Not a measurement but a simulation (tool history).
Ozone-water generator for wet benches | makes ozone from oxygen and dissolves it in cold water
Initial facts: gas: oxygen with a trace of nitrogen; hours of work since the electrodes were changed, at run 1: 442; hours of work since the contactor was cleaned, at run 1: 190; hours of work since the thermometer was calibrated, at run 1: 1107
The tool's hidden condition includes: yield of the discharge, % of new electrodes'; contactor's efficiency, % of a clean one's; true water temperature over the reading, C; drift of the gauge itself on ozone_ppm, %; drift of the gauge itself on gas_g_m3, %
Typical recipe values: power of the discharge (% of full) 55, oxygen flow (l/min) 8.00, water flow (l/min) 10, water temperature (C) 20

run,hour,power of the discharge (% of full),oxygen flow (l/min),water flow (l/min),water temperature (C),hours of work since the electrodes were changed,hours of work since the contactor was cleaned,hours of work since the thermometer was calibrated,dissolved ozone (ppm),ozone in the gas ahead of the water (g/m3)
1,0.0,55,8.00,10,20,442,190,1107,31.1,200.7
2,63.8,55,8.00,10,20,490,238,1155,30.8,198.2
3,187.4,55,8.00,10,20,583,331,1249,30.9,198.1
4,308.4,55,8.00,10,20,675,422,1340,30.6,199.8
5,435.2,55,8.00,14,20,770,518,1436,24.1,198.7
6,502.7,55,8.00,10,20,821,569,1487,30.7,197.3
7,600.6,55,8.00,10,20,895,643,1561,30.3,196.1
8,692.7,55,8.00,10,25,965,713,1630,26.7,196.9
9,792.2,55,12.13,10,20,1040,788,1705,26.6,156.6
10,917.7,55,12.13,10,20,1135,882,1800,26.3,156.7
11,992.4,90,8.00,10,20,1191,939,1857,40.6,268.2
12,1097.1,53,8.00,10,20,1270,1018,1936,28.7,188.2
13,1229.0,55,8.00,10,20,1370,1117,2035,29.0,193.3
14,1327.1,55,8.00,8,20,1444,1192,2109,33.3,191.1
15,1395.3,55,8.00,8,20,1495,1243,2161,33.1,193.3
16,1513.8,55,8.00,16,20,1585,1333,2250,20.4,192.1
17,1595.2,55,8.00,10,21,1646,1394,2312,28.2,191.5
18,1699.1,57,8.00,10,14,1725,1472,2390,33.8,196.9
19,1755.9,57,7.97,8,15,1768,1515,2433,38.4,197.7
20,1827.2,56,14.34,11,23,1822,1569,2487,20.9,140.4
21,1945.2,89,8.00,10,26,1911,1658,2576,32.9,257.7
22,2052.7,55,8.00,10,20,1992,1739,2657,28.2,190.2
23,2136.3,55,8.00,10,20,2055,1803,2720,28.0,189.4
24,2251.3,55,13.66,6,12,2142,1889,2807,37.6,142.2
25,2354.5,50,8.30,16,16,2220,1967,2885,19.8,172.3
26,2414.6,50,11.60,16,14,2265,2013,2930,19.2,145.3
27,2473.4,50,11.60,7,14,2309,2057,2975,32.9,144.4

Run 28, settings as shown, results not yet in. Your forecast:
28,2589.5,50,11.60,7,14,2397,2145,3062,?,?

{"run 28": {"dissolved ozone (ppm)": 32.7, "ozone in the gas ahead of the water (g/m3)": 145.8}}
Take away the tool's hidden state, keep the run-to-run variation as it was, and the same run would have given dissolved ozone (ppm) 37.8, ozone in the gas ahead of the water (g/m3) 158.3.

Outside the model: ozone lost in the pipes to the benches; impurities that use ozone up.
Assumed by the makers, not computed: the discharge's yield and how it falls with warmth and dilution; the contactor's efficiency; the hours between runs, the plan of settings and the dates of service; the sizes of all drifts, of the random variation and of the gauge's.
